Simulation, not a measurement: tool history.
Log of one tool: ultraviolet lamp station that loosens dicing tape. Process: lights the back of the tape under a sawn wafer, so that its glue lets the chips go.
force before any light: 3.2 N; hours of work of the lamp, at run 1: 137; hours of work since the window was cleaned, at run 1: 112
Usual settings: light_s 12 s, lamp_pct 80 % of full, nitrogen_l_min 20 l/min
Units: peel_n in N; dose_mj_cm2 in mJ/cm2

run,hour,light_s,lamp_pct,nitrogen_l_min,hours of work of the lamp,hours of work since the window was cleaned,peel_n,dose_mj_cm2
1,0,12,80,20,137,112,0.297,218
2,14.3,12,80,20,147,122,0.318,215
3,26.9,12,80,20,156,131,0.324,215
4,39.9,12,80,20,165,140,0.296,213
5,46.3,12,80,20,169,145,0.311,209
6,60.3,12,80,20,179,155,0.31,212
7,72.2,12,80,20,187,163,0.318,212
8,84.1,12,68,20,196,171,0.372,180
9,93.2,12,68,20,202,178,0.395,173
10,105.8,12,68,20,211,186,0.384,173
11,119.8,12,68,11,221,196,0.505,172
12,131,12,68,11,228,204,0.484,174
# hour 139.9: window cleaned of glue's vapour
13,144.1,12,68,11,237,3,0.411,190
14,154.5,12,68,11,244,10,0.428,192
15,164.3,17,68,20,251,17,0.258,276
16,178.7,14,92,34,261,27,0.257,295
17,191.2,7,90,31,270,36,0.445,146
18,199,13,70,20,275,41,0.317,208
19,206.7,13,75,8,281,47,0.399,220
20,221.1,13,75,8,291,57,0.404,220
21,235.2,12,80,14,301,66,0.339,217
22,243.7,9,96,8,307,72,0.519,192

Forecast each of these 3 alternatives for the next run:
A,251.2,9,96,8,312,78,?,?
B,251.2,12,88,28,312,78,?,?
C,251.2,18,78,15,312,78,?,?

run,peel_n,dose_mj_cm2
A,0.504,189
B,0.273,238
C,0.256,313
Without the tool's hidden state the same runs would have given:
run,peel_n,dose_mj_cm2
A,0.446,209
B,0.26,263
C,0.247,346
